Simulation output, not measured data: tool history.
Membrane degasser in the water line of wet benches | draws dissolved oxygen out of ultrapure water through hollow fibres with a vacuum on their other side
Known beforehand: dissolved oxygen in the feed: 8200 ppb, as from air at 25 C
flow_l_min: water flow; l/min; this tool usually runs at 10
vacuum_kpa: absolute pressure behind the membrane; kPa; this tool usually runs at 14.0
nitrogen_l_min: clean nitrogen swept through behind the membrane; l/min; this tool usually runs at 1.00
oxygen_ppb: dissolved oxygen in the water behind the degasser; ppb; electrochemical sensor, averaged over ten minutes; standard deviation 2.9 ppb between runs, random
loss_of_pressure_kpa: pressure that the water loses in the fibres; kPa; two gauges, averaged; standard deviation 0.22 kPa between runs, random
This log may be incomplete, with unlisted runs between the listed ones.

run    hour  flow_l_min  vacuum_kpa  nitrogen_l_min  oxygen_ppb  loss_of_pressure_kpa
  1     0.0          10        14.0            1.00       293.0                 54.08
  2    45.0          10        14.0            1.00       292.7                 54.26
  3   109.7          10        14.0            1.00       293.7                 54.21
  4   179.6          10        14.0            1.00       294.1                 53.81
  5   261.8          10        14.0            1.00       291.3                 54.34
  6   339.7          10        13.1            1.00       274.0                 53.81
  7   394.5          10        13.1            1.00       272.8                 53.88
  8   473.9          10        14.0            1.00       294.4                 53.52
  9   527.5          10        14.0            1.00       293.6                 53.45
 10   563.7          10        14.0            1.00       294.1                 53.32
 11   609.6          10        14.0            1.00       294.4                 53.13
 12   667.0          10        14.0            1.00       293.3                 53.04
 13   744.8          10        14.0            1.00       297.3                 53.41
      767.3  -- gauge calibrated
 14   790.4          10        14.0            1.89       183.3                 54.23
 15   875.1          10        10.0            1.89       135.1                 54.04
 16   961.0          10         9.4            1.00       191.3                 54.17
 17  1024.4          10        33.2            1.00       710.0                 54.00
 18  1091.4           7        18.8            0.80       314.4                 37.57

What does the tool deliver on the next run?
 19  1156.4           8         9.6            0.80           ?                     ?

oxygen_ppb: 164.1 ppb
loss_of_pressure_kpa: 42.80 kPa
Were there no unlogged condition in the tool, this run, its random variation unchanged, would have produced oxygen_ppb 163.9 ppb, loss_of_pressure_kpa 43.24 kPa.

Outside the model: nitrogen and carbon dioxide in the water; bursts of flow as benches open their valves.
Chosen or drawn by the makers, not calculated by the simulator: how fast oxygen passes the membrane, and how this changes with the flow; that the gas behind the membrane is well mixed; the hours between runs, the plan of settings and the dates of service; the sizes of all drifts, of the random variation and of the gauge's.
